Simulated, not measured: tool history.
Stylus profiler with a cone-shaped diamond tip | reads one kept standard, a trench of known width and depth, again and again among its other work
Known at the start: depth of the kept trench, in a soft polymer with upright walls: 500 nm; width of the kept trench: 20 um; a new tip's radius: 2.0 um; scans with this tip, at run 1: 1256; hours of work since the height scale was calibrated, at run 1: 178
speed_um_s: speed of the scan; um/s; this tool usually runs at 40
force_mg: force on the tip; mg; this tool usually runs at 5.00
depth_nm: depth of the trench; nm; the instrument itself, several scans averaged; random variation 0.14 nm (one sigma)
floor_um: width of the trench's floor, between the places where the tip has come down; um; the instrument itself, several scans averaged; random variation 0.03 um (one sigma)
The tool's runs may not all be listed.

| run | day | speed_um_s | force_mg | scans with this tip | hours of work since the height scale was calibrated | depth_nm | floor_um |
|---|---|---|---|---|---|---|---|
| 1 | 0.000 | 40 | 5.00 | 1256 | 178 | 508.31 | 17.12 |
| 2 | 0.583 | 40 | 5.00 | 1332 | 189 | 508.11 | 17.13 |
| 3 | 1.233 | 40 | 5.00 | 1417 | 201 | 508.15 | 17.13 |
| 4 | 1.867 | 40 | 5.00 | 1500 | 213 | 507.97 | 17.11 |
| 5 | 2.500 | 61 | 5.00 | 1583 | 225 | 508.12 | 17.05 |
| 6 | 2.921 | 40 | 5.00 | 1639 | 233 | 508.29 | 17.05 |
| 7 | 3.229 | 40 | 5.00 | 1679 | 238 | 508.05 | 17.13 |
| 8 | 3.817 | 40 | 5.00 | 1756 | 249 | 508.03 | 17.08 |
|  | 3.871 | height scale calibrated on a step standard |
| 9 | 4.433 | 40 | 5.00 | 1834 | 10 | 507.84 | 17.06 |
| 10 | 4.904 | 40 | 5.00 | 1896 | 19 | 507.77 | 17.06 |
| 11 | 5.542 | 40 | 5.00 | 1979 | 31 | 507.95 | 17.05 |
| 12 | 5.833 | 57 | 2.14 | 2018 | 37 | 504.13 | 16.91 |
| 13 | 6.179 | 40 | 10.12 | 2063 | 43 | 512.83 | 17.11 |
| 14 | 6.746 | 56 | 5.14 | 2137 | 54 | 508.05 | 17.02 |
| 15 | 7.342 | 129 | 11.65 | 2216 | 65 | 514.10 | 16.88 |
|  | 7.775 | height scale calibrated on a step standard, once more |
| 16 | 7.775 | 89 | 1.97 | 2270 | 0 | 504.41 | 16.77 |
| 17 | 8.346 | 151 | 2.82 | 2345 | 11 | 505.72 | 16.55 |
| 18 | 8.975 | 18 | 13.72 | 2427 | 22 | 516.32 | 17.06 |
| 19 | 9.517 | 33 | 4.25 | 2498 | 32 | 507.41 | 17.00 |
| 20 | 10.133 | 40 | 9.33 | 2579 | 44 | 512.50 | 16.98 |
| 21 | 10.462 | 40 | 9.33 | 2622 | 50 | 512.54 | 17.08 |
| 22 | 10.750 | 20 | 3.20 | 2659 | 55 | 506.27 | 17.01 |

Here are 5 independent what-if runs from the current tool condition. What would each one return?
| A | 11.392 | 52 | 1.95 | 2744 | 67 | ? | ? |
| B | 11.392 | 36 | 3.20 | 2744 | 67 | ? | ? |
| C | 11.392 | 25 | 5.94 | 2744 | 67 | ? | ? |
| D | 11.392 | 12 | 5.17 | 2744 | 67 | ? | ? |
| E | 11.392 | 15 | 9.32 | 2744 | 67 | ? | ? |

| run | depth_nm | floor_um |
|---|---|---|
| A | 504.33 | 16.91 |
| B | 505.84 | 16.98 |
| C | 509.20 | 17.07 |
| D | 508.39 | 17.01 |
| E | 512.63 | 17.00 |
With the hidden condition removed and each run's random variation left untouched, the same runs would have given:
| run | depth_nm | floor_um |
|---|---|---|
| A | 504.39 | 17.15 |
| B | 505.90 | 17.23 |
| C | 509.26 | 17.32 |
| D | 508.45 | 17.26 |
| E | 512.69 | 17.25 |

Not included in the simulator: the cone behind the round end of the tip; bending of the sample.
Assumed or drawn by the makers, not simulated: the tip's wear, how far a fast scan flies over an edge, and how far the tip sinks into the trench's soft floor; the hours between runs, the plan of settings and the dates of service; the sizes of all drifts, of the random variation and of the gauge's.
